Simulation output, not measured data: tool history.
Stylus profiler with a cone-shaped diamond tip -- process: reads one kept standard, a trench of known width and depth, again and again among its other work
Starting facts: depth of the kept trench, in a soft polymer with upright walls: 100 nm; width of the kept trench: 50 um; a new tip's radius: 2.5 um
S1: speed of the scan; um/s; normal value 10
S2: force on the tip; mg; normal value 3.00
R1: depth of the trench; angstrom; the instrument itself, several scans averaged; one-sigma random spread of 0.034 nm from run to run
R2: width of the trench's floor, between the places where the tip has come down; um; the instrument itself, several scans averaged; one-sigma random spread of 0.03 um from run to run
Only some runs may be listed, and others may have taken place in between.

| run | hour | S1 | S2 | R1 | R2 |
|---|---|---|---|---|---|
| 1 | 0.0 | 10 | 3.00 | 1016.4 | 48.30 |
| 2 | 23.1 | 10 | 3.00 | 1016.2 | 48.26 |
| 3 | 38.6 | 10 | 3.00 | 1016.4 | 48.27 |
| 4 | 52.2 | 10 | 3.00 | 1016.7 | 48.26 |
| 5 | 75.9 | 4 | 3.00 | 1016.6 | 48.30 |
| 6 | 100.3 | 4 | 6.36 | 1026.0 | 48.21 |
| 7 | 127.9 | 4 | 6.36 | 1026.0 | 48.23 |
| 8 | 146.5 | 4 | 6.36 | 1025.5 | 48.29 |
| 9 | 159.6 | 4 | 6.36 | 1025.8 | 48.18 |
| 10 | 176.5 | 10 | 2.77 | 1015.5 | 48.24 |
| 11 | 191.2 | 12 | 2.77 | 1016.0 | 48.22 |
| 12 | 206.2 | 12 | 2.77 | 1015.7 | 48.20 |
| 13 | 223.0 | 12 | 2.77 | 1015.7 | 48.22 |
| 14 | 250.4 | 12 | 2.77 | 1015.3 | 48.23 |
| 15 | 266.6 | 12 | 2.77 | 1016.0 | 48.21 |
| 16 | 284.4 | 12 | 2.77 | 1016.5 | 48.14 |
| 17 | 298.0 | 13 | 3.00 | 1016.5 | 48.25 |
| 18 | 321.2 | 13 | 3.00 | 1016.3 | 48.20 |
| 19 | 340.0 | 10 | 8.50 | 1030.8 | 48.22 |
|  | 343.3 | height scale calibrated on a step standard |
| 20 | 355.1 | 10 | 3.00 | 1018.1 | 48.16 |
| 21 | 374.1 | 10 | 3.00 | 1018.6 | 48.14 |
| 22 | 401.4 | 10 | 3.42 | 1019.8 | 48.16 |
|  | 411.1 | height scale calibrated on a step standard, once more |
| 23 | 414.1 | 10 | 3.00 | 1014.7 | 48.17 |
| 24 | 439.1 | 10 | 5.53 | 1021.6 | 48.17 |
| 25 | 455.2 | 25 | 6.95 | 1025.5 | 48.13 |
| 26 | 484.7 | 8 | 7.02 | 1026.0 | 48.13 |
| 27 | 503.7 | 8 | 1.27 | 1008.2 | 48.07 |
| 28 | 517.9 | 19 | 1.81 | 1010.0 | 48.13 |
| 29 | 536.1 | 15 | 1.40 | 1009.0 | 48.09 |
| 30 | 564.5 | 15 | 1.40 | 1008.2 | 48.07 |
| 31 | 585.5 | 2 | 6.77 | 1025.3 | 48.16 |
| 32 | 615.6 | 25 | 6.77 | 1024.5 | 48.11 |
| 33 | 639.3 | 6 | 2.97 | 1014.5 | 48.14 |
| 34 | 652.0 | 2 | 7.74 | 1027.3 | 48.14 |
| 35 | 674.5 | 2 | 7.74 | 1028.0 | 48.14 |
| 36 | 695.0 | 2 | 7.74 | 1027.9 | 48.07 |
|  | 710.5 | new tip fitted, height scale calibrated |
| 37 | 723.1 | 5 | 8.28 | 1028.5 | 48.64 |
| 38 | 748.9 | 38 | 2.21 | 1011.2 | 48.47 |
| 39 | 762.8 | 2 | 8.17 | 1029.0 | 48.53 |
| 40 | 781.6 | 5 | 1.45 | 1009.6 | 48.55 |
| 41 | 794.7 | 27 | 2.37 | 1012.3 | 48.46 |
| 42 | 819.6 | 27 | 2.37 | 1012.5 | 48.51 |
| 43 | 835.5 | 14 | 7.84 | 1027.6 | 48.58 |
| 44 | 851.3 | 25 | 5.71 | 1022.1 | 48.53 |
| 45 | 874.8 | 12 | 3.00 | 1015.2 | 48.50 |

How would selected steps in R1 from run to run divide? Give the signed amount a tool lacking its hidden state would still show from settings, what came in and random variation, and the signed amount left for the hidden state, including any gauge scatter that is not in both of the compared results.
Unlogged tool condition in this case: radius of the tip, um; height scale over the true one, %; drift of the gauge itself on depth_nm, %; drift of the gauge itself on floor_um, %.
Run 19 -> 20: S2 8.50 -> 3.00, height scale calibrated on a step standard. R1 -12.7 angstrom: hidden state +1.5, all else -14.2.
Run 22 -> 23: S2 3.42 -> 3.00, height scale calibrated on a step standard, once more. R1 -5.1 angstrom: hidden state -3.8, all else -1.3.
Run 26 -> 27: S2 7.02 -> 1.27. R1 -17.8 angstrom: hidden state +0.0, all else -17.8.
Run 36 -> 37: S1 2 -> 5, S2 7.74 -> 8.28, new tip fitted, height scale calibrated. R1 +0.6 angstrom: hidden state -0.3, all else +0.9.
Run 38 -> 39: S1 38 -> 2, S2 2.21 -> 8.17. R1 +17.8 angstrom: hidden state +0.0, all else +17.8.
Run 39 -> 40: S1 2 -> 5, S2 8.17 -> 1.45. R1 -19.4 angstrom: hidden state +0.1, all else -19.5.

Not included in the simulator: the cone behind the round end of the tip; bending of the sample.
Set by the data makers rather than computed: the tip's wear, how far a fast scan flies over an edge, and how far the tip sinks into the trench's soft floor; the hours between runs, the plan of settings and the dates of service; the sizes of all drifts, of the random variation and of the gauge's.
